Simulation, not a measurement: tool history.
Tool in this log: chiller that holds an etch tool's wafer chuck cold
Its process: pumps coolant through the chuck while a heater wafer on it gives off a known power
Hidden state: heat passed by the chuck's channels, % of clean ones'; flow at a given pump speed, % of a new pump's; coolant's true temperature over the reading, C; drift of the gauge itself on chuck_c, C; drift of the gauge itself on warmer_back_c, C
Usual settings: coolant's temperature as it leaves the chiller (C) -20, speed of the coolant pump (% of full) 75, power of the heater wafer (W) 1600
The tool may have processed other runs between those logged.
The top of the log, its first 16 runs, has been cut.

run	day	coolant's temperature as it leaves the chiller (C)	speed of the coolant pump (% of full)	power of the heater wafer (W)	hours since the coolant was changed and the channels were flushed	hours since the pump was overhauled	hours since the chiller's thermometer was calibrated	chuck's temperature once it has settled (C)	how much warmer the coolant comes back (C)
# day 14.625: chiller's thermometer calibrated
17	15.35	-20	89	1600	2436	1820	17	-2.3	4.57
18	16.279	-19	75	1882	2458	1843	40	4.8	6.52
19	17.146	-27	85	1415	2479	1863	60	-10.8	4.29
20	18.104	-16	70	1600	2502	1886	83	5.3	6.07
21	19.608	-25	60	1578	2538	1922	120	-1.6	7.03
22	20.617	-29	95	2258	2562	1947	144	-4.7	6.07
23	21.517	-29	95	2258	2584	1968	165	-4.6	6.03
24	23.021	-29	75	812	2620	2004	202	-19.2	2.84
# day 23.85: chiller's thermometer calibrated, once more
25	24.225	-29	65	1600	2648	2032	9	-5.6	6.53
26	25.275	-29	65	1600	2673	2057	34	-5.6	6.5
27	25.971	-27	82	2261	2690	2074	51	1.2	7.15
28	27.325	-20	86	1040	2722	2107	83	-7.4	3.15
29	28.146	-20	64	1069	2742	2126	103	-4.3	4.45
30	29.133	-23	85	1069	2766	2150	127	-10	3.36
31	30.179	-23	85	1069	2791	2175	152	-10.2	3.22

Forecast each of these 4 alternatives for the next run:
A	31.508	-23	70	1069	2823	2207	184	?	?
B	31.508	-23	72	1478	2823	2207	184	?	?
C	31.508	-23	78	1069	2823	2207	184	?	?
D	31.508	-20	75	1789	2823	2207	184	?	?

run	chuck's temperature once it has settled (C)	how much warmer the coolant comes back (C)
A	-8	4.02
B	-2.8	5.43
C	-9.3	3.61
D	3.7	6.23
Without the tool's unlogged condition, the same runs would have read:
run	chuck's temperature once it has settled (C)	how much warmer the coolant comes back (C)
A	-9.7	3.75
B	-5.1	5.06
C	-10.8	3.37
D	1	5.81
